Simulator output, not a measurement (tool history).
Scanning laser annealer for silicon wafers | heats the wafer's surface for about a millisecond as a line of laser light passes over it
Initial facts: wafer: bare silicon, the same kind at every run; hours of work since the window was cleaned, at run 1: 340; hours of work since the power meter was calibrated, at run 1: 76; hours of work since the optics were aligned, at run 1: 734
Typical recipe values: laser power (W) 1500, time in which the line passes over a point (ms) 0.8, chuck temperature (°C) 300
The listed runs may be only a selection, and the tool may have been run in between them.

run     day  laser power (W)  time in which the line passes over a point (ms)  chuck temperature (°C)  hours of work since the window was cleaned  hours of work since the power meter was calibrated  hours of work since the optics were aligned  highest temperature of the surface (°C)
  1       0             1500                                              0.8                     300                                         340                                                  76                                          734                                     1018
  2   0.512             1500                                              0.8                     300                                         345                                                  81                                          740                                     1020
  3   1.312             1617                                              0.8                     300                                         354                                                  90                                          749                                     1090
  4   2.267             1617                                              0.8                     300                                         365                                                 101                                          759                                     1088
  5   2.975             1617                                              0.8                     300                                         372                                                 108                                          767                                     1087
  6   3.662             1617                                              0.8                     300                                         380                                                 116                                          775                                     1081
  7     4.6             1617                                              0.8                     300                                         390                                                 126                                          785                                     1086
  8   5.471             1617                                              0.8                     300                                         400                                                 136                                          795                                     1083
  9   6.221             1617                                              0.8                     300                                         408                                                 144                                          803                                     1086
 10   7.117             1617                                              0.8                     310                                         418                                                 154                                          813                                     1096
 11   8.204             1449                                              0.8                     300                                         430                                                 166                                          825                                      985
 12   8.733             1449                                              0.8                     300                                         436                                                 172                                          831                                      984
 13   9.188             1449                                              0.8                     303                                         441                                                 177                                          836                                      987
 14   9.846             1500                                              0.8                     300                                         448                                                 184                                          843                                     1013
 15  10.779             1500                                              0.8                     300                                         458                                                 194                                          853                                     1015
 16  11.329             1500                                              0.8                     300                                         464                                                 200                                          859                                     1018
 17  12.358             1498                                              0.8                     300                                         476                                                 212                                          870                                     1012
 18  13.179             1498                                              0.8                     300                                         485                                                 221                                          879                                     1010
 19   14.15             1498                                              0.8                     300                                         495                                                 231                                          890                                     1012
 20  15.183             1500                                              0.8                     298                                         507                                                 243                                          902                                     1011
 21  15.746             1391                                              0.8                     323                                         513                                                 249                                          908                                      969
 22  16.817             1499                                            0.998                     287                                         525                                                 261                                          919                                     1067
     17.067  -- window over the wafer cleaned
 23  17.946             1499                                            0.998                     287                                          10                                                 272                                          931                                     1083
 24  18.867             1634                                            0.823                     322                                          20                                                 282                                          941                                     1133
 25  19.633             1494                                            0.729                     310                                          28                                                 291                                          950                                     1000
 26    20.5             1494                                            0.612                     275                                          38                                                 300                                          959                                      918
 27  21.204             1607                                            0.612                     318                                          46                                                 308                                          967                                     1018

What does the tool deliver on the next run?
 28  21.921             1450                                              0.8                     300                                          53                                                 316                                          975                                        ?

highest temperature of the surface (°C): 991
If the tool had no hidden condition, the same run with the same run-to-run variation would have returned highest temperature of the surface (°C) 1008.
